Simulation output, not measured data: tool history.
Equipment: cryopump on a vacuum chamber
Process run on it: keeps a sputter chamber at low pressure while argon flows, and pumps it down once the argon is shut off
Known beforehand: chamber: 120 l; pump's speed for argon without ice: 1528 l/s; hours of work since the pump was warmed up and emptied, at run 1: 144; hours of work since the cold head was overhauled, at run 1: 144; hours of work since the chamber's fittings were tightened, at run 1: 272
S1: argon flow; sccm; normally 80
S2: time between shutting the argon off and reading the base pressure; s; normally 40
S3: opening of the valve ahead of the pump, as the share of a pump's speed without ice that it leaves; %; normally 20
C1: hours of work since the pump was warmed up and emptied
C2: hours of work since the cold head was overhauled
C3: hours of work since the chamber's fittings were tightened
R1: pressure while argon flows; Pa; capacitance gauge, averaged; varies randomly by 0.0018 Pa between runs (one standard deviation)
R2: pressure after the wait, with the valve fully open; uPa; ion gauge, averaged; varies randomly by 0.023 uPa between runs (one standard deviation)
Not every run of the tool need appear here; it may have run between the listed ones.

run	hour	S1	S2	S3	C1	C2	C3	R1	R2
1	0.0	80	40	20	144	144	272	0.4510	1.04
2	8.9	80	40	20	148	148	276	0.4512	1.07
3	22.1	80	40	20	154	154	282	0.4533	1.06
4	36.9	56	40	20	161	161	289	0.3178	1.10
5	52.6	80	40	20	168	168	297	0.4553	1.08
6	72.6	80	40	20	178	178	306	0.4552	1.08
7	82.8	80	40	35	182	182	311	0.2645	1.06
8	103.6	80	40	35	192	192	320	0.2673	1.11
9	118.9	37	40	20	199	199	328	0.2112	1.11
10	138.6	37	40	20	208	208	337	0.2111	1.07
11	154.7	37	40	20	216	216	344	0.2108	1.13
12	176.1	80	40	20	226	226	354	0.4578	1.09
13	198.1	80	40	20	236	236	365	0.4614	1.16
14	214.8	80	40	20	244	244	372	0.4610	1.13
15	229.4	80	40	20	251	251	379	0.4602	1.14
16	242.4	64	27	17	257	257	385	0.4295	1.49
17	251.5	158	92	17	261	261	390	1.0665	0.81
18	273.7	158	44	28	272	272	400	0.6641	1.14
19	290.4	158	44	28	279	279	408	0.6654	1.14
20	308.6	38	44	25	288	288	416	0.1776	1.15
21	328.0	38	44	25	297	297	425	0.1782	1.12
22	347.7	38	44	25	306	306	434	0.1778	1.19
23	360.9	91	25	24	312	312	441	0.4452	1.58
24	376.7	97	223	18	320	320	448	0.6274	0.71
25	397.2	97	223	44	329	329	458	0.2764	0.77
26	418.8	97	223	44	339	339	468	0.2773	0.78
27	433.9	97	223	44	346	346	475	0.2778	0.77

Subtracting, for every run, the result it would have given without the tool's unlogged condition from the measured result gives the following. The same run-to-run variation enters both numbers; the gauge's scatter may not:
Hidden state present: pump's speed, % of a pump's without ice; cold plate's temperature, K; leak into the chamber, uPa l/s; drift of the gauge itself on working_pa, %; drift of the gauge itself on base_upa, %.
run	R1	R2
1	+0.0096	+0.23
2	+0.0099	+0.24
3	+0.0104	+0.24
4	+0.0077	+0.26
5	+0.0116	+0.26
6	+0.0123	+0.25
7	+0.0126	+0.26
8	+0.0134	+0.28
9	+0.0064	+0.29
10	+0.0067	+0.29
11	+0.0070	+0.31
12	+0.0159	+0.32
13	+0.0168	+0.33
14	+0.0174	+0.33
15	+0.0179	+0.34
16	+0.0147	+0.36
17	+0.0371	+0.35
18	+0.0390	+0.37
19	+0.0404	+0.38
20	+0.0100	+0.38
21	+0.0105	+0.39
22	+0.0108	+0.41
23	+0.0267	+0.42
24	+0.0295	+0.43
25	+0.0306	+0.45
26	+0.0318	+0.46
27	+0.0326	+0.46
